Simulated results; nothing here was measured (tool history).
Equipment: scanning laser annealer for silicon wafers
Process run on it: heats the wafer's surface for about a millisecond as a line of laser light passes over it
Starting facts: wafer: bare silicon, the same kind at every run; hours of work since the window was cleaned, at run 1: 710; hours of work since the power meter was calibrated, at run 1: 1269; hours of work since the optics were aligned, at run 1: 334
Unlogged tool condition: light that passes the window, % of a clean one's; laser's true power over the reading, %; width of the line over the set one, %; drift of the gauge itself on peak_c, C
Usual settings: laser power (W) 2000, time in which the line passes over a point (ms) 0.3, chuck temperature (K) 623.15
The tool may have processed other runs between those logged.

| run | hour | laser power (W) | time in which the line passes over a point (ms) | chuck temperature (K) | hours of work since the window was cleaned | hours of work since the power meter was calibrated | hours of work since the optics were aligned | highest temperature of the surface (K) |
|---|---|---|---|---|---|---|---|---|
| 1 | 0 | 2000 | 0.3 | 623.15 | 710 | 1269 | 334 | 1360.15 |
|  | 48.6 | window over the wafer cleaned |
| 2 | 65.1 | 2000 | 0.3 | 623.15 | 13 | 1318 | 382 | 1342.15 |
| 3 | 116 | 2000 | 0.3 | 623.15 | 52 | 1357 | 421 | 1339.15 |
| 4 | 176 | 2000 | 0.3 | 623.15 | 98 | 1404 | 468 | 1338.15 |
| 5 | 256.1 | 2000 | 0.3 | 623.15 | 160 | 1465 | 530 | 1332.15 |
| 6 | 304 | 2000 | 0.3 | 624.15 | 197 | 1502 | 566 | 1334.15 |
|  | 321.8 | window over the wafer cleaned, once more |
| 7 | 387.8 | 2000 | 0.3 | 624.15 | 51 | 1565 | 630 | 1396.15 |
| 8 | 444 | 2000 | 0.3 | 624.15 | 94 | 1609 | 673 | 1395.15 |
| 9 | 488.8 | 2000 | 0.3 | 624.15 | 129 | 1643 | 708 | 1394.15 |
| 10 | 563.6 | 2000 | 0.3 | 623.15 | 187 | 1701 | 765 | 1385.15 |
| 11 | 628.3 | 2000 | 0.3 | 623.15 | 236 | 1751 | 815 | 1380.15 |
| 12 | 703.6 | 2000 | 0.3 | 623.15 | 294 | 1809 | 873 | 1380.15 |
| 13 | 758.5 | 2000 | 0.3 | 623.15 | 337 | 1851 | 915 | 1378.15 |
| 14 | 843.2 | 2000 | 0.3 | 607.15 | 402 | 1917 | 981 | 1358.15 |
| 15 | 922.6 | 2000 | 0.33 | 607.15 | 463 | 1978 | 1042 | 1387.15 |
| 16 | 958.3 | 1825 | 0.3 | 623.15 | 491 | 2005 | 1070 | 1292.15 |
| 17 | 1007.4 | 1825 | 0.3 | 623.15 | 529 | 2043 | 1107 | 1292.15 |
| 18 | 1051.2 | 1825 | 0.3 | 652.15 | 563 | 2077 | 1141 | 1322.15 |
| 19 | 1102.3 | 1825 | 0.3 | 652.15 | 602 | 2116 | 1181 | 1317.15 |
|  | 1126.6 | optics aligned, line set to its width |
| 20 | 1175.3 | 2000 | 0.3 | 623.15 | 654 | 2169 | 38 | 1370.15 |
| 21 | 1220.6 | 2000 | 0.3 | 623.15 | 689 | 2204 | 73 | 1371.15 |
|  | 1296.2 | window over the wafer cleaned |
| 22 | 1297.9 | 1807 | 0.3 | 623.15 | 1 | 2262 | 131 | 1319.15 |
| 23 | 1380.8 | 1807 | 0.3 | 623.15 | 65 | 2326 | 195 | 1316.15 |
| 24 | 1417.4 | 1807 | 0.3 | 623.15 | 93 | 2354 | 223 | 1315.15 |
| 25 | 1463 | 1807 | 0.3 | 623.15 | 129 | 2389 | 258 | 1311.15 |
| 26 | 1537.4 | 1807 | 0.3 | 623.15 | 186 | 2447 | 315 | 1308.15 |
| 27 | 1591.1 | 2040 | 0.341 | 623.15 | 227 | 2488 | 357 | 1459.15 |
| 28 | 1641.5 | 2040 | 0.314 | 653.15 | 266 | 2527 | 396 | 1458.15 |
| 29 | 1715.6 | 1973 | 0.314 | 586.15 | 323 | 2584 | 453 | 1353.15 |
| 30 | 1761.5 | 2000 | 0.377 | 661.15 | 359 | 2619 | 488 | 1514.15 |
| 31 | 1840.1 | 1918 | 0.3 | 605.15 | 419 | 2680 | 549 | 1326.15 |
| 32 | 1889.5 | 2139 | 0.258 | 623.15 | 458 | 2718 | 587 | 1377.15 |
| 33 | 1972.8 | 2139 | 0.258 | 623.15 | 522 | 2782 | 651 | 1375.15 |
| 34 | 2006.8 | 2000 | 0.3 | 612.15 | 548 | 2809 | 677 | 1357.15 |
| 35 | 2075.4 | 2000 | 0.3 | 612.15 | 601 | 2862 | 730 | 1359.15 |
| 36 | 2126.9 | 2000 | 0.3 | 612.15 | 641 | 2901 | 770 | 1352.15 |
| 37 | 2164 | 1887 | 0.252 | 628.15 | 669 | 2930 | 799 | 1261.15 |
| 38 | 2232.8 | 2000 | 0.373 | 603.15 | 722 | 2983 | 852 | 1423.15 |
|  | 2264.4 | window over the wafer cleaned |
| 39 | 2318.3 | 1974 | 0.292 | 656.15 | 42 | 3047 | 916 | 1405.15 |
| 40 | 2385.3 | 1974 | 0.292 | 656.15 | 93 | 3099 | 968 | 1404.15 |

Alternative continuations, all from the tool just after run 40; predict every row:
| A | 2457.5 | 1807 | 0.37 | 599.15 | 149 | 3155 | 1023 | ? |
| B | 2457.5 | 1974 | 0.214 | 656.15 | 149 | 3155 | 1023 | ? |
| C | 2457.5 | 1974 | 0.243 | 656.15 | 149 | 3155 | 1023 | ? |
| D | 2457.5 | 2151 | 0.228 | 600.15 | 149 | 3155 | 1023 | ? |

| run | highest temperature of the surface (K) |
|---|---|
| A | 1357.15 |
| B | 1293.15 |
| C | 1335.15 |
| D | 1326.15 |
Take away the tool's hidden state, keep each run's random variation, and the runs would have read:
| run | highest temperature of the surface (K) |
|---|---|
| A | 1368.15 |
| B | 1301.15 |
| C | 1344.15 |
| D | 1336.15 |
